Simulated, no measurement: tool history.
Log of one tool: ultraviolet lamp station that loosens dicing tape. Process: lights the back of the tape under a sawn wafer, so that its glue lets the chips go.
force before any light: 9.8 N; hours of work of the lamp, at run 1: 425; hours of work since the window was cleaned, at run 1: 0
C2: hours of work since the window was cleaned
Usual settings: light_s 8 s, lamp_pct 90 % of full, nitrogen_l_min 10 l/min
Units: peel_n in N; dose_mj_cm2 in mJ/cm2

{"run": 1, "hour": 0.0, "light_s": 8, "lamp_pct": 90, "nitrogen_l_min": 10, "hours of work of the lamp": 425, "C2": 0, "peel_n": 0.383, "dose_mj_cm2": 501}
{"run": 2, "hour": 40.9, "light_s": 8, "lamp_pct": 90, "nitrogen_l_min": 10, "hours of work of the lamp": 448, "C2": 23, "peel_n": 0.403, "dose_mj_cm2": 494}
{"run": 3, "hour": 110.6, "light_s": 8, "lamp_pct": 90, "nitrogen_l_min": 10, "hours of work of the lamp": 488, "C2": 63, "peel_n": 0.45, "dose_mj_cm2": 471}
{"run": 4, "hour": 148.8, "light_s": 6, "lamp_pct": 90, "nitrogen_l_min": 10, "hours of work of the lamp": 509, "C2": 84, "peel_n": 0.918, "dose_mj_cm2": 347}
{"run": 5, "hour": 207.2, "light_s": 6, "lamp_pct": 90, "nitrogen_l_min": 10, "hours of work of the lamp": 543, "C2": 117, "peel_n": 0.995, "dose_mj_cm2": 340}
{"run": 6, "hour": 273.8, "light_s": 6, "lamp_pct": 90, "nitrogen_l_min": 10, "hours of work of the lamp": 580, "C2": 155, "peel_n": 1.045, "dose_mj_cm2": 320}
{"run": 7, "hour": 333.4, "light_s": 6, "lamp_pct": 98, "nitrogen_l_min": 10, "hours of work of the lamp": 614, "C2": 189, "peel_n": 0.972, "dose_mj_cm2": 343}
{"run": 8, "hour": 382.4, "light_s": 6, "lamp_pct": 98, "nitrogen_l_min": 10, "hours of work of the lamp": 642, "C2": 216, "peel_n": 1.057, "dose_mj_cm2": 330}
{"hour": 393.0, "done": "window cleaned of glue's vapour"}
{"run": 9, "hour": 436.6, "light_s": 8, "lamp_pct": 90, "nitrogen_l_min": 7, "hours of work of the lamp": 672, "C2": 25, "peel_n": 0.653, "dose_mj_cm2": 450}
{"run": 10, "hour": 496.9, "light_s": 8, "lamp_pct": 90, "nitrogen_l_min": 13, "hours of work of the lamp": 706, "C2": 59, "peel_n": 0.468, "dose_mj_cm2": 436}
{"run": 11, "hour": 540.7, "light_s": 8, "lamp_pct": 90, "nitrogen_l_min": 13, "hours of work of the lamp": 731, "C2": 84, "peel_n": 0.487, "dose_mj_cm2": 426}
{"run": 12, "hour": 572.3, "light_s": 7, "lamp_pct": 90, "nitrogen_l_min": 7, "hours of work of the lamp": 749, "C2": 101, "peel_n": 1.061, "dose_mj_cm2": 364}
{"run": 13, "hour": 618.2, "light_s": 8, "lamp_pct": 92, "nitrogen_l_min": 12, "hours of work of the lamp": 775, "C2": 127, "peel_n": 0.558, "dose_mj_cm2": 414}
{"run": 14, "hour": 662.5, "light_s": 8, "lamp_pct": 61, "nitrogen_l_min": 14, "hours of work of the lamp": 800, "C2": 152, "peel_n": 1.312, "dose_mj_cm2": 265}
{"run": 15, "hour": 696.4, "light_s": 8, "lamp_pct": 90, "nitrogen_l_min": 14, "hours of work of the lamp": 819, "C2": 172, "peel_n": 0.604, "dose_mj_cm2": 382}
{"run": 16, "hour": 764.4, "light_s": 8, "lamp_pct": 90, "nitrogen_l_min": 15, "hours of work of the lamp": 857, "C2": 210, "peel_n": 0.633, "dose_mj_cm2": 367}
{"hour": 785.5, "done": "window cleaned of glue's vapour"}
{"run": 17, "hour": 800.4, "light_s": 8, "lamp_pct": 90, "nitrogen_l_min": 6, "hours of work of the lamp": 878, "C2": 8, "peel_n": 0.886, "dose_mj_cm2": 416}
{"run": 18, "hour": 874.3, "light_s": 8, "lamp_pct": 90, "nitrogen_l_min": 6, "hours of work of the lamp": 919, "C2": 50, "peel_n": 0.962, "dose_mj_cm2": 395}
{"run": 19, "hour": 908.5, "light_s": 8, "lamp_pct": 90, "nitrogen_l_min": 6, "hours of work of the lamp": 939, "C2": 70, "peel_n": 1.053, "dose_mj_cm2": 394}
{"run": 20, "hour": 940.2, "light_s": 8, "lamp_pct": 72, "nitrogen_l_min": 10, "hours of work of the lamp": 957, "C2": 88, "peel_n": 1.224, "dose_mj_cm2": 302}

Forecast run 21:
{"run": 21, "hour": 1008.0, "light_s": 11, "lamp_pct": 93, "nitrogen_l_min": 18, "hours of work of the lamp": 995, "C2": 126, "peel_n": "?", "dose_mj_cm2": "?"}

peel_n: 0.276 N
dose_mj_cm2: 515 mJ/cm2
Without the tool's hidden state the same run would have given peel_n 0.173 N, dose_mj_cm2 836 mJ/cm2.
